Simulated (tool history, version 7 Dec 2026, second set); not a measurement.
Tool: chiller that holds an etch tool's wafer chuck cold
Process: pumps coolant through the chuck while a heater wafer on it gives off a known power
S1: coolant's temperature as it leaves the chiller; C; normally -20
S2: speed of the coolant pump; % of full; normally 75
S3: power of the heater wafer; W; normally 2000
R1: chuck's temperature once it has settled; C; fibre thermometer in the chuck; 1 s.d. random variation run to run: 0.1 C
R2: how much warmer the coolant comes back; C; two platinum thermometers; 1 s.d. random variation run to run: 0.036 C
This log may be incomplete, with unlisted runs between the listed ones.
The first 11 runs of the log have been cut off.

| run | hour | S1 | S2 | S3 | R1 | R2 |
|---|---|---|---|---|---|---|
| 12 | 453.1 | -20 | 75 | 2000 | -0.6 | 6.69 |
| 13 | 502.3 | -17 | 75 | 2000 | 2.4 | 6.63 |
| 14 | 560.2 | -17 | 75 | 2000 | 2.4 | 6.72 |
| 15 | 595.6 | -20 | 75 | 2000 | -0.7 | 6.72 |
| 16 | 631.9 | -20 | 75 | 2000 | -0.5 | 6.71 |
| 17 | 663.2 | -20 | 75 | 2000 | -0.6 | 6.73 |
| 18 | 704.5 | -21 | 86 | 2115 | -2.7 | 6.20 |
| 19 | 746.6 | -21 | 86 | 2115 | -2.9 | 6.21 |
| 20 | 774.7 | -15 | 67 | 2094 | 7.6 | 7.87 |
| 21 | 834.1 | -15 | 67 | 2094 | 7.7 | 7.85 |
| 22 | 872.4 | -15 | 67 | 2094 | 7.6 | 7.82 |
| 23 | 922.8 | -12 | 67 | 2682 | 17.0 | 10.02 |

What does the tool deliver on the next run?
| 24 | 963.4 | -20 | 61 | 2670 | ? | ? |

R1: 11.3 C
R2: 10.95 C
With the hidden condition absent and the run-to-run variation left alone, this run would have shown R1 8.1 C, R2 10.51 C.
